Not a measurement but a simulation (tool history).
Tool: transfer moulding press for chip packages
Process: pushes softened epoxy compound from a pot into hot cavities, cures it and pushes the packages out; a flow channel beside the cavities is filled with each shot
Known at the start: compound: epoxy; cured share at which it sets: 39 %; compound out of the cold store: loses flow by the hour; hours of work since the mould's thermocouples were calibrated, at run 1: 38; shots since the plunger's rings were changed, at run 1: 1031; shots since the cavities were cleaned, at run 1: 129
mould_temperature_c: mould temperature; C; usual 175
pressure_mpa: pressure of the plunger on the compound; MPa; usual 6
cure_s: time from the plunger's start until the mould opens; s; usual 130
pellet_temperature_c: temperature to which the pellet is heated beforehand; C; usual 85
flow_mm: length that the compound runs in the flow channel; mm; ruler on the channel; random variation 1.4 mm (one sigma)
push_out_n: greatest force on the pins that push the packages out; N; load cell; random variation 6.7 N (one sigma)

run     day  mould_temperature_c  pressure_mpa  cure_s  pellet_temperature_c  hours of work since the mould's thermocouples were calibrated  shots since the plunger's rings were changed  shots since the cavities were cleaned  incoming compound's hours out of the cold store  flow_mm  push_out_n
  1       0                  175             6     130                    85                                                             38                                          1031                                    129                                             42.2      645         327
  2   0.425                  175             6     130                    85                                                             45                                          1149                                    247                                             14.5      678         357
  3   0.871                  172             6     130                    85                                                             53                                          1272                                    370                                             13.9      692         458
  4   1.254                  175             6     130                    85                                                             60                                          1378                                    476                                             21.3      671         423
  5   1.792                  175             6     130                    85                                                             69                                          1527                                    625                                             40.8      643         431
  6   2.158                  175             6     130                    85                                                             76                                          1628                                    726                                             17.7      675         456
      2.733  -- cavities cleaned with cleaning compound and waxed
  7   2.738                  175             6     130                    85                                                             85                                          1770                                      1                                               39      641         478
  8   3.138                  175             6     130                    85                                                             92                                          1880                                    111                                               32      651         500
      3.767  -- cavities cleaned with cleaning compound and waxed, once more
  9   3.829                  175             6     136                    85                                                            103                                          2055                                     18                                             18.5      669         264
 10   4.408                  175             6     130                    85                                                            114                                          2214                                    177                                             23.3      663         335
 11   4.871                  175          4.64     130                    85                                                            122                                          2342                                    305                                             27.9      579         356
 12   5.454                  174             6     130                    85                                                            132                                          2504                                    467                                             19.2      671         431
 13   5.904                  174             6     130                    85                                                            140                                          2628                                    591                                             40.8      639         433
 14   6.558                  174             6     130                    85                                                            152                                          2809                                    772                                             44.9      632         464
      6.971  -- cavities cleaned with cleaning compound and waxed
 15   7.154                  174             6     130                    85                                                            161                                          2956                                     51                                             41.9      634         296
 16   7.588                  175           5.6     130                    92                                                            169                                          3075                                    170                                             29.7      626         337
 17   7.875                  175           5.6     130                    92                                                            174                                          3155                                    250                                             26.5      629         364
 18     8.4                  182           6.7     153                    85                                                            183                                          3300                                    395                                              9.1      693         333
      8.621  -- plunger's sealing rings changed
 19   8.812                  182          4.93     153                    85                                                            189                                            52                                    480                                             26.1      585         350
 20   9.275                  182          4.93     153                    85                                                            197                                           181                                    609                                               44      562         345
 21   9.933                  182          7.26     158                    84                                                            209                                           361                                    789                                             12.8      730         370
     10.279  -- cavities cleaned with cleaning compound and waxed
 22  10.654                  171          6.87     113                    87                                                            220                                           543                                    103                                             27.9      721         491
 23  11.075                  175          5.39     151                    77                                                            228                                           661                                    221                                             44.6      604         314
 24  11.712                  175          7.01     130                    85                                                            239                                           836                                    396                                             34.8      702         379
 25  12.233                  169          6.46     130                    85                                                            249                                           980                                    540                                             33.5      700         564
 26  12.675                  175             6     130                    92                                                            256                                          1102                                    662                                             24.6      662         442
 27  13.025                  175             6     130                    92                                                            263                                          1199                                    759                                             42.5      637         444
     13.462  -- cavities cleaned with cleaning compound and waxed
 28  13.667                  175             6     161                    84                                                            273                                          1359                                     57                                             32.6      652         268
 29  13.958                  175          6.17     161                    84                                                            278                                          1440                                    138                                             35.7      656         295

Forecast each of these 4 alternatives for the next run:
  A  14.438                  180          7.28     161                    84                                                            287                                          1572                                    270                                             11.1        ?           ?
  B  14.438                  175          4.91     161                    84                                                            287                                          1572                                    270                                             19.8        ?           ?
  C  14.438                  175          6.76     120                    88                                                            287                                          1572                                    270                                             29.1        ?           ?
  D  14.438                  169             6     158                    91                                                            287                                          1572                                    270                                             19.9        ?           ?

run  flow_mm  push_out_n
  A      732         324
  B      605         309
  C      694         398
  D      689         371
Without the tool's hidden state the same runs would have given:
run  flow_mm  push_out_n
  A      743         244
  B      614         232
  C      704         305
  D      700         284

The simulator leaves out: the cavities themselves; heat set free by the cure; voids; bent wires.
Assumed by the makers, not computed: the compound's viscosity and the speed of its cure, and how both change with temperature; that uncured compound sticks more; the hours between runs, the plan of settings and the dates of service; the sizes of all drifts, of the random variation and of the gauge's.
